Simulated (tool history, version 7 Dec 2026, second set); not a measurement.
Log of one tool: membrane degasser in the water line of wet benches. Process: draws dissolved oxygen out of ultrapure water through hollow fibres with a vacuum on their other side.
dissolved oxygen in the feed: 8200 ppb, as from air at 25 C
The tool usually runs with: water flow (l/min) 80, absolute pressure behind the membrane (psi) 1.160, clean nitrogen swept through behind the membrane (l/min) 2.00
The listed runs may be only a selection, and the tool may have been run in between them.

run	hour	water flow (l/min)	absolute pressure behind the membrane (psi)	clean nitrogen swept through behind the membrane (l/min)	dissolved oxygen in the water behind the degasser (ppb)	pressure that the water loses in the fibres (psi)
1	0.0	80	1.160	2.00	409.2	7.268
2	38.0	54	1.160	2.00	274.5	4.846
3	81.4	54	1.160	2.00	277.1	4.860
4	113.5	54	1.160	2.00	273.9	4.867
5	157.6	54	1.160	2.00	275.1	4.856
6	201.9	54	1.160	2.00	275.6	4.833
7	236.5	80	1.816	2.00	730.3	7.227
8	298.1	80	1.160	2.00	411.2	7.217
9	336.2	125	1.160	2.00	705.5	11.245
10	410.4	80	1.160	2.97	309.4	7.216
11	444.5	80	1.160	2.97	312.8	7.259
12	495.8	80	1.160	2.97	312.0	7.210
13	551.9	80	1.160	2.97	311.7	7.211
14	607.9	62	1.160	2.00	314.3	5.629
15	653.5	62	1.160	2.00	313.5	5.594
16	718.3	62	1.160	1.05	505.1	5.556
17	785.6	80	1.160	2.00	408.8	7.248
18	825.3	80	1.160	2.00	409.1	7.226
19	881.9	80	1.160	2.00	410.4	7.211
20	935.4	56	1.160	2.15	270.3	5.055
21	982.7	58	1.160	4.68	145.4	5.246
22	1029.9	58	1.160	4.68	143.0	5.240
23	1079.9	90	1.701	2.00	755.0	8.106
24	1157.6	90	1.701	2.00	755.2	8.103
25	1235.4	90	1.701	2.00	754.6	8.086
26	1291.8	90	2.512	4.17	682.0	8.122
27	1341.2	90	2.512	4.17	695.3	8.111
28	1418.2	91	2.405	1.37	1427.8	8.242
29	1454.5	91	2.405	1.37	1431.2	8.157
30	1508.8	110	0.883	4.63	289.2	9.876
31	1571.6	110	0.883	4.63	285.5	9.964
32	1607.4	110	0.883	4.63	287.3	9.973
33	1655.4	67	2.376	1.59	1017.0	6.074

Here are 3 independent what-if runs from the current tool condition. What would each one return?
A	1706.4	67	2.376	3.05	?	?
B	1706.4	89	1.706	1.59	?	?
C	1706.4	80	2.534	0.86	?	?

run	dissolved oxygen in the water behind the degasser (ppb)	pressure that the water loses in the fibres (psi)
A	610.0	5.970
B	868.6	7.977
C	1818.5	7.243
With no hidden state in the tool, these same runs would have given:
run	dissolved oxygen in the water behind the degasser (ppb)	pressure that the water loses in the fibres (psi)
A	609.9	5.970
B	868.5	7.976
C	1818.4	7.242

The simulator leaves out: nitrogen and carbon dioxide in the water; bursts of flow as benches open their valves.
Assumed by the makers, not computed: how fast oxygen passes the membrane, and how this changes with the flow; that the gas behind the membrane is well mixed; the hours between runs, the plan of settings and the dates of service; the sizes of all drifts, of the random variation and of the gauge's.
